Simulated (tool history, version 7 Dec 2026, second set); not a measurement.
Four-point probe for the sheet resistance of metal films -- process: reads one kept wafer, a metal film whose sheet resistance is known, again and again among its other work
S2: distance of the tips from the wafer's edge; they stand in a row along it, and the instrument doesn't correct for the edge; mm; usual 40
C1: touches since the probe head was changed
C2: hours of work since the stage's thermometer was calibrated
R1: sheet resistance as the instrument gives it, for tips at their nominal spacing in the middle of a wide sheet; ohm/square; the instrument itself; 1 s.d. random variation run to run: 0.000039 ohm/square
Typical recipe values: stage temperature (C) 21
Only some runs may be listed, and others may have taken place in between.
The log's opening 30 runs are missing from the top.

run 31 day=36.5 | stage_temperature_(C)=24 S2=29 | C1=103160 C2=1166 | R1=0.195348
run 32 day=37.779 | stage_temperature_(C)=24 S2=29 | C1=104648 C2=1191 | R1=0.195331
run 33 day=38.558 | stage_temperature_(C)=26 S2=16 | C1=105553 C2=1205 | R1=0.195472
run 34 day=39.629 | stage_temperature_(C)=29 S2=13 | C1=106801 C2=1226 | R1=0.195584
run 35 day=41.204 | stage_temperature_(C)=28 S2=8 | C1=108633 C2=1256 | R1=0.197264
run 36 day=42.079 | stage_temperature_(C)=26 S2=5 | C1=109650 C2=1273 | R1=0.201428
run 37 day=43.471 | stage_temperature_(C)=26 S2=5 | C1=111269 C2=1299 | R1=0.201411
run 38 day=44.9 | stage_temperature_(C)=21 S2=5 | C1=112932 C2=1327 | R1=0.201977
run 39 day=46.021 | stage_temperature_(C)=26 S2=8 | C1=114237 C2=1348 | R1=0.197462
run 40 day=46.938 | stage_temperature_(C)=30 S2=33 | C1=115304 C2=1366 | R1=0.194647
run 41 day=47.738 | stage_temperature_(C)=20 S2=28 | C1=116232 C2=1381 | R1=0.195742
run 42 day=48.446 | stage_temperature_(C)=34 S2=7 | C1=117057 C2=1394 | R1=0.197445
run 43 day=49.208 | stage_temperature_(C)=20 S2=72 | C1=117945 C2=1409 | R1=0.195518
run 44 day=50.667 | stage_temperature_(C)=21 S2=57 | C1=119642 C2=1437 | R1=0.195506
run 45 day=51.833 | stage_temperature_(C)=33 S2=57 | C1=121002 C2=1459 | R1=0.194266
run 46 day=53.212 | stage_temperature_(C)=22 S2=22 | C1=122605 C2=1485 | R1=0.195655

What if the next run were any one of these 3? Each begins from the tool's condition after run 46:
run A day=54.796 | stage_temperature_(C)=25 S2=40 | C1=124447 C2=1516 | R1=?
run B day=54.796 | stage_temperature_(C)=29 S2=6 | C1=124447 C2=1516 | R1=?
run C day=54.796 | stage_temperature_(C)=24 S2=4 | C1=124447 C2=1516 | R1=?

run=A R1=0.195156
run=B R1=0.199189
run=C R1=0.205155
Take away the tool's hidden state, keep each run's random variation, and the runs would have read:
run=A R1=0.195133
run=B R1=0.199166
run=C R1=0.205131
